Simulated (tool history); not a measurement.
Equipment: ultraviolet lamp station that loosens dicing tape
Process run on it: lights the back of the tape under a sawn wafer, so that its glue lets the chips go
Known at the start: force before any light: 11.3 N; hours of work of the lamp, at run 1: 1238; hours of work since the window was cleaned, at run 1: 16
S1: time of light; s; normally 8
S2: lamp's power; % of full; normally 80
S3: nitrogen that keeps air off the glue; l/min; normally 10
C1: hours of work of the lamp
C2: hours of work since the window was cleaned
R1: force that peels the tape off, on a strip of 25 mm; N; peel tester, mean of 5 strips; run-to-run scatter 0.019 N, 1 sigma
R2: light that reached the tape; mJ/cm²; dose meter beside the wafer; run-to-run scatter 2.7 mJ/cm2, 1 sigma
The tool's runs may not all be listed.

run,hour,S1,S2,S3,C1,C2,R1,R2
1,0.0,8,80,10,1238,16,1.730,276
2,97.6,8,80,10,1277,56,1.879,263
3,163.6,8,80,10,1304,82,1.945,254
4,212.9,8,70,10,1323,102,2.533,217
# hour 295.7: lamp changed
5,302.4,8,70,10,3,138,1.544,288
6,401.2,8,80,10,42,177,1.334,315
7,493.4,13,80,10,80,214,0.481,491
# hour 515.0: window cleaned of glue's vapour
8,561.6,13,80,10,107,19,0.757,406
9,628.5,5,80,10,134,46,4.002,153
10,704.2,5,80,10,164,76,4.159,139
11,754.7,8,80,10,184,96,2.432,226
12,836.6,8,80,10,217,129,2.622,213
13,880.6,8,80,10,235,147,2.750,210
14,977.4,8,80,10,274,186,2.991,197
15,1044.6,13,80,10,301,213,1.415,297
# hour 1064.3: window cleaned of glue's vapour
16,1098.4,8,80,10,322,14,1.140,344
# hour 1128.6: window cleaned of glue's vapour, once more
17,1180.0,8,80,10,355,21,1.129,335
18,1231.0,16,73,10,376,41,0.302,609
19,1331.3,6,74,3,416,82,4.175,218
20,1390.5,7,78,10,440,105,1.881,260
21,1468.8,7,78,10,471,137,1.977,247
22,1520.7,13,85,4,492,158,0.968,501
23,1612.7,7,67,8,529,195,3.077,204
24,1663.8,8,68,14,550,215,1.938,228
# hour 1680.7: window cleaned of glue's vapour
25,1757.4,6,68,10,587,31,2.858,203
26,1833.8,8,95,10,618,62,1.010,361
27,1898.1,8,95,10,644,87,1.087,353
28,1992.1,5,80,5,681,125,4.229,178
29,2060.7,6,80,10,709,153,2.636,209
30,2147.6,6,80,10,744,188,2.832,193
31,2195.7,8,91,4,763,207,2.610,296
# hour 2234.2: window cleaned of glue's vapour
32,2276.5,12,68,14,796,17,0.687,391
33,2350.5,12,68,14,825,47,0.713,374

For some of the steps in R1 from one run to the next: how much would appear even if the tool had no hidden state, given the settings, what came in and random variation, and how much remains for the hidden state plus any gauge scatter that the measured result and the result without hidden state don't share?
Hidden state present: lamp's light, % of a new lamp's; light that the window lets through, % of a clean one's; drift of the gauge itself on peel_n, %; drift of the gauge itself on dose_mj_cm2, %.
Run 4 -> 5: lamp changed. R1 -0.989 N: hidden state -0.961, all else -0.028.
Run 8 -> 9: S1 13 -> 5. R1 +3.245 N: hidden state +1.268, all else +1.977.
Run 18 -> 19: S1 16 -> 6, S2 73 -> 74, S3 10 -> 3. R1 +3.873 N: hidden state +0.661, all else +3.212.
Run 27 -> 28: S1 8 -> 5, S2 95 -> 80, S3 10 -> 5. R1 +3.142 N: hidden state +0.666, all else +2.476.
Run 31 -> 32: S1 8 -> 12, S2 91 -> 68, S3 4 -> 14, window cleaned of glue's vapour. R1 -1.923 N: hidden state -0.947, all else -0.976.
